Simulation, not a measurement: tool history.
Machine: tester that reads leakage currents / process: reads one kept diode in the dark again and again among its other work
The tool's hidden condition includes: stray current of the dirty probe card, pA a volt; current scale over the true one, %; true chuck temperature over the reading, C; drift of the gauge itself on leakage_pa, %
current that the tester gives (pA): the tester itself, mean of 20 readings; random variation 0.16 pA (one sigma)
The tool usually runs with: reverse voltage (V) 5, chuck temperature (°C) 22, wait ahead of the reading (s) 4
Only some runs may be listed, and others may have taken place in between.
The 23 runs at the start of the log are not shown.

run,hour,reverse voltage (V),chuck temperature (°C),wait ahead of the reading (s),hours of work since the probe card was cleaned,hours of work since the tester was calibrated,hours of work since the chuck was calibrated,current that the tester gives (pA)
24,2715,5,46,0.7,403,4137,1329,336.34
25,2825.5,3.56,25,1.48,476,4210,1402,56.53
26,2911,3.56,33,1.48,533,4267,1459,105.99
27,3000.5,2.23,22,7.25,592,4326,1518,34.01
28,3090.3,5,22,5.04,652,4385,1577,54.32
29,3207.5,5,22,5.04,729,4463,1655,54.95
# hour 3241.8: tester calibrated
30,3310.8,19.36,22,6.08,796,46,1722,125.4
31,3397.6,5,42,4,854,103,1779,262.03
32,3491,1.61,42,4,915,165,1841,139.88
33,3558,1.61,42,4,960,209,1885,140.41
34,3699.4,1.95,39,0.79,1053,303,1979,125.06
35,3799.7,1.04,35,4,1120,369,2045,65.52
36,3927.9,1.04,35,4,1205,454,2130,65.61
37,4064.2,6.91,24,1.64,1295,544,2220,84.3
# hour 4109.7: chuck's temperature calibrated
38,4197.1,6.91,40,0.74,1381,631,58,267.81
39,4290.2,5,22,0.68,1443,692,119,58.77

Predict each of these 3 candidate next runs independently; none follows another, all start after run 39:
A,4440.5,8.06,50,4,1542,792,219,?
B,4440.5,2.31,22,0.68,1542,792,219,?
C,4440.5,3.01,22,0.68,1542,792,219,?

run,current that the tester gives (pA)
A,598.41
B,37.38
C,43.66
Without the tool's unlogged condition, the same runs would have read:
run,current that the tester gives (pA)
A,582.32
B,33.9
C,39.21
